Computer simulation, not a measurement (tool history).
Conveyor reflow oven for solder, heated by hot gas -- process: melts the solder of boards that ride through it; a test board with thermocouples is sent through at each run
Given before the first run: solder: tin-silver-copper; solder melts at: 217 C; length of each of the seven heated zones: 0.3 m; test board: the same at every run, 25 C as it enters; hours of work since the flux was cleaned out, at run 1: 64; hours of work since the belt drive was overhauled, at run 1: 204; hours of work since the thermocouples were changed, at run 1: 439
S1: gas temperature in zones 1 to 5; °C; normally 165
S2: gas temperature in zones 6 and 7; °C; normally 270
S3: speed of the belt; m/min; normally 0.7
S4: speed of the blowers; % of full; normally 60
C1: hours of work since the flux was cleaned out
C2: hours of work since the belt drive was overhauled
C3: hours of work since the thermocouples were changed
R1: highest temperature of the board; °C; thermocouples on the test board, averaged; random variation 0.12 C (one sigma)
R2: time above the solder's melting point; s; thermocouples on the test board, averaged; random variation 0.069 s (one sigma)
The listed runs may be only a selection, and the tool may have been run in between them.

run   hour   S1   S2     S3  S4   C1   C2   C3     R1     R2
  1      0  165  270    0.7  60   64  204  439    252  35.84
  2     20  165  270    0.7  60   76  216  452    252  35.78
  3     30  165  270    0.7  60   83  222  458  251.8  35.96
  4   51.6  165  270    0.7  60   96  235  471  251.9  35.74
  5   67.9  165  270    0.7  60  106  245  481  251.9  35.76
  6     87  165  270    0.7  60  117  257  493    252  35.77
  7   98.3  174  270    0.7  60  124  264  499  253.9  38.65
  8  118.5  174  270    0.7  60  137  276  512  253.7  38.63
  9  129.7  165  270    0.7  57  143  283  519  251.1  35.06
 10  143.6  165  270    0.7  57  152  291  527  250.9   35.1
       159  -- flux residue cleaned out of gas plates and filters
 11  161.5  165  270    0.7  60    2  299  535  252.8  36.32
 12  171.5  165  270    0.7  60    8  305  541  252.6  36.25
 13  186.7  165  270    0.7  60   17  315  550  252.5  36.41
 14  202.2  165  270    0.7  60   26  324  560  252.6  36.32
 15  211.5  165  270    0.7  60   32  330  565  252.7  36.26
 16  231.1  165  258    0.7  60   44  342  577  242.5  30.55
 17    248  165  270  0.603  78   54  352  588  261.3  47.96
 18    260  165  270  0.603  78   62  360  595  261.4  47.83
 19  278.9  169  258  0.816  62   73  371  607  238.2   23.5
 20  290.5  161  262  0.816  69   80  378  614  241.5   24.4
 21    308  172  266  0.777  67   91  389  624  248.7  31.78
     313.8  -- belt drive overhauled, speed set with a stopwatch
 22    323  164  269  0.616  57   98    6  631  255.2  43.13
 23  335.4  164  269  0.616  57  105   13  639  255.3  43.06
     351.4  -- belt drive overhauled, speed set with a stopwatch, once more
 24  352.7  165  270   0.79  66  113    1  647  249.1  29.97
 25  362.8  165  270  0.668  60  120    7  653    254  38.68
 26    375  165  261  0.579  68  127   14  660  252.3  45.49
 27  387.7  180  260  0.631  60  135   22  668  249.7  43.21
 28  407.8  180  260  0.631  60  147   34  680  249.4  43.29
 29  419.1  180  279  0.631  60  154   41  687  266.2  50.29
     430.8  -- flux residue cleaned out of gas plates and filters
 30  439.3  165  270    0.7  59    5   51  697  252.9  36.43

Each row is a separate what-if for the run after 30, all from the same tool condition, not one after another. Results?
  A  448.2  165  275  0.564  59  11  56  702   ?   ?
  B  448.2  155  270  0.616  71  11  56  702   ?   ?
  C  448.2  152  259    0.7  59  11  56  702   ?   ?
  D  448.2  151  275  0.717  60  11  56  702   ?   ?

run     R1     R2
  A  264.9  52.14
  B  258.4  43.23
  C  241.2  27.12
  D  253.9  33.09
Stripped of hidden state, with their random variation kept, the same runs would have yielded:
run     R1     R2
  A  261.9  50.78
  B  255.4   41.8
  C  238.4  25.14
  D    251  31.67
